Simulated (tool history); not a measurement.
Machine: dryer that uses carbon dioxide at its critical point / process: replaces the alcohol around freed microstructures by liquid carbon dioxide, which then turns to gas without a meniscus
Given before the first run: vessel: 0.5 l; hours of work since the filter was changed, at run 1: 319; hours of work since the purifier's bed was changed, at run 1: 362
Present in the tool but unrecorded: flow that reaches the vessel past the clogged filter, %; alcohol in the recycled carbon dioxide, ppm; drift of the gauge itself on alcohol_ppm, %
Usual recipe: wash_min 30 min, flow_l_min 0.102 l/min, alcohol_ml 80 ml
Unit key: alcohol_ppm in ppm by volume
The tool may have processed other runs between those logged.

run,hour,wash_min,flow_l_min,alcohol_ml,hours of work since the filter was changed,hours of work since the purifier's bed was changed,alcohol_ppm
1,0,30,0.102,80,319,362,939
2,21.7,30,0.102,80,335,378,937
# hour 38: inlet filter changed
3,45.9,30,0.102,80,6,396,568
4,62.8,30,0.102,80,19,409,576
5,83.5,30,0.102,80,34,424,590
6,96.1,30,0.102,46,44,434,371
7,115.5,30,0.102,46,58,448,389
8,130.6,30,0.156,80,69,459,94
9,153.2,30,0.119,80,86,476,290
10,164.9,30,0.119,80,95,485,308
11,178.5,30,0.119,80,105,495,314
12,191.4,30,0.114,80,115,505,377
13,214.5,30,0.102,80,132,522,718
14,238.4,30,0.102,80,150,540,754
15,249.5,26,0.102,80,159,549,1484
16,270.5,26,0.102,80,174,564,1477
17,289.2,20,0.102,23,188,578,1301
18,304,24,0.076,45,200,589,3661
19,317,30,0.102,26,209,599,319
20,337.5,30,0.102,26,225,615,331
21,353.5,30,0.087,47,237,627,1065
22,369.3,30,0.106,80,248,638,724
23,393.6,30,0.106,80,267,657,757
24,410.4,27,0.14,32,279,669,189
# hour 420.8: purifier's bed changed
25,429,27,0.14,32,291,6,98
26,450.5,27,0.088,48,307,22,1657
27,473.2,26,0.109,48,324,39,783
28,483.9,42,0.102,28,332,47,56
29,496.5,42,0.155,55,342,57,17
# hour 504.7: inlet filter changed
30,516.5,42,0.155,55,9,71,13
31,539.2,42,0.155,55,26,88,15

5 ways to go on from here, each from the tool as it stands after run 31. What would each give?
A,552,37,0.139,28,35,98,?
B,552,23,0.099,80,35,98,?
C,552,20,0.166,109,35,98,?
D,552,27,0.102,80,35,98,?
E,552,26,0.155,55,35,98,?

run,alcohol_ppm
A,24
B,2314
C,471
D,955
E,79
Without the tool's unlogged condition, the same runs would have read:
run,alcohol_ppm
A,9
B,2174
C,421
D,879
E,58
